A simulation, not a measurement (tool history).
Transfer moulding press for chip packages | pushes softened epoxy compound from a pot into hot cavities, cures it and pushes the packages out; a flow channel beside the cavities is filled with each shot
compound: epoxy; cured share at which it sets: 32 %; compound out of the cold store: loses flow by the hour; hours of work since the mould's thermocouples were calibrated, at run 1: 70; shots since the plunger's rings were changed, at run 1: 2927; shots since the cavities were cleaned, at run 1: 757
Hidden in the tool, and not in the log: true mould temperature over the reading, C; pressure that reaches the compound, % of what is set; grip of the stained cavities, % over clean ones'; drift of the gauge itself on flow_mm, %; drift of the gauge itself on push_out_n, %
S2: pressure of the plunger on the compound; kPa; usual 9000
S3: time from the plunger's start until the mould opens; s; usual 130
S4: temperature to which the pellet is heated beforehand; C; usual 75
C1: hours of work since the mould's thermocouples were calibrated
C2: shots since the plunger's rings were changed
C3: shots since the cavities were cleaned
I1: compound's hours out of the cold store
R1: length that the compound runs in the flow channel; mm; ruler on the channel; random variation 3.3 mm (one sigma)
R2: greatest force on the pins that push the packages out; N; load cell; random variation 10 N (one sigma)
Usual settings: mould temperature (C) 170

Run 1, hour 0.0: usual settings; C1 70; C2 2927; C3 757; I1 18.7. Result: R1 706 mm, R2 872 N.
At hour 33.8: cavities cleaned with cleaning compound and waxed.
Run 2, hour 76.3: usual settings but mould temperature (C) 173; C1 113; C2 3535; C3 345; I1 43.5. Result: R1 625 mm, R2 640 N.
Run 3, hour 138.5: usual settings but S3 159 s; C1 148; C2 4040; C3 850; I1 47.4. Result: R1 621 mm, R2 796 N.
At hour 160.1: cavities cleaned with cleaning compound and waxed.
Run 4, hour 229.8: usual settings but S4 84 C; C1 199; C2 4769; C3 566; I1 26.6. Result: R1 667 mm, R2 753 N.
At hour 283.7: cavities cleaned with cleaning compound and waxed.
At hour 305.7: plunger's sealing rings changed.
Run 5, hour 305.7: usual settings but S4 84 C; C1 240; C2 0; C3 158; I1 39.3. Result: R1 679 mm, R2 553 N.
Run 6, hour 382.4: usual settings but S4 84 C; C1 284; C2 623; C3 781; I1 37.0. Result: R1 675 mm, R2 830 N.
At hour 407.0: cavities cleaned with cleaning compound and waxed.
At hour 433.9: mould's thermocouples calibrated.
Run 7, hour 467.5: usual settings but S4 84 C; C1 19; C2 1285; C3 475; I1 28.4. Result: R1 697 mm, R2 769 N.
At hour 529.3: cavities cleaned with cleaning compound and waxed.
Run 8, hour 535.4: usual settings but S4 67 C; C1 57; C2 1824; C3 49; I1 9.9. Result: R1 742 mm, R2 513 N.
Run 9, hour 596.8: usual settings but S4 67 C; C1 92; C2 2323; C3 548; I1 34.3. Result: R1 666 mm, R2 788 N.
At hour 655.1: cavities cleaned with cleaning compound and waxed.
Run 10, hour 681.3: usual settings but S2 7800 kPa; C1 139; C2 2997; C3 212; I1 11.4. Result: R1 673 mm, R2 606 N.
Run 11, hour 738.8: usual settings but mould temperature (C) 166; C1 172; C2 3464; C3 679; I1 44.5. Result: R1 639 mm, R2 908 N.
At hour 782.4: cavities cleaned with cleaning compound and waxed.
Run 12, hour 821.3: usual settings but mould temperature (C) 166; C1 218; C2 4121; C3 315; I1 13.2. Result: R1 724 mm, R2 798 N.
Run 13, hour 877.7: usual settings but mould temperature (C) 166, S2 6960 kPa; C1 250; C2 4579; C3 773; I1 24.2. Result: R1 605 mm, R2 986 N.
At hour 903.1: cavities cleaned with cleaning compound and waxed.
Run 14, hour 942.7: usual settings but mould temperature (C) 162, S2 8730 kPa; C1 286; C2 5095; C3 321; I1 14.5. Result: R1 704 mm, R2 1095 N.
At hour 979.4: plunger's sealing rings changed.
At hour 995.5: mould's thermocouples calibrated.
Run 15, hour 1008.6: usual settings but mould temperature (C) 165, S3 129 s, S4 83 C; C1 7; C2 221; C3 819; I1 28.1. Result: R1 724 mm, R2 1063 N.
At hour 1033.7: cavities cleaned with cleaning compound and waxed.
Run 16, hour 1078.2: usual settings but mould temperature (C) 173, S2 10390 kPa, S3 110 s, S4 76 C; C1 46; C2 775; C3 362; I1 22.9. Result: R1 760 mm, R2 722 N.
Run 17, hour 1136.3: usual settings but mould temperature (C) 175, S2 6910 kPa, S4 76 C; C1 79; C2 1246; C3 833; I1 18.1. Result: R1 621 mm, R2 767 N.
At hour 1159.0: cavities cleaned with cleaning compound and waxed.
Run 18, hour 1208.7: usual settings but mould temperature (C) 168, S2 6910 kPa, S3 139 s, S4 76 C; C1 120; C2 1822; C3 404; I1 28.8. Result: R1 603 mm, R2 692 N.
Run 19, hour 1257.0: usual settings but mould temperature (C) 171, S2 7470 kPa, S3 128 s, S4 74 C; C1 147; C2 2214; C3 796; I1 26.4. Result: R1 624 mm, R2 808 N.
At hour 1285.4: cavities cleaned with cleaning compound and waxed.
Run 20, hour 1319.9: usual settings but mould temperature (C) 176, S2 6950 kPa, S3 128 s, S4 82 C; C1 182; C2 2713; C3 280; I1 21.1. Result: R1 604 mm, R2 567 N.
At hour 1405.8: cavities cleaned with cleaning compound and waxed.
Run 21, hour 1405.8: usual settings but mould temperature (C) 176, S2 6950 kPa, S3 128 s, S4 82 C; C1 230; C2 3398; C3 0; I1 36.8. Result: R1 558 mm, R2 415 N.

Forecast run 22:
Run 22, hour 1490.7: usual settings but mould temperature (C) 176, S2 6950 kPa, S3 128 s, S4 82 C; C1 279; C2 4088; C3 690; I1 23.5. Result: R1 ?, R2 ?.

R1: 585 mm
R2: 738 N
Without the tool's hidden state the same run would have given R1 625 mm, R2 420 N.
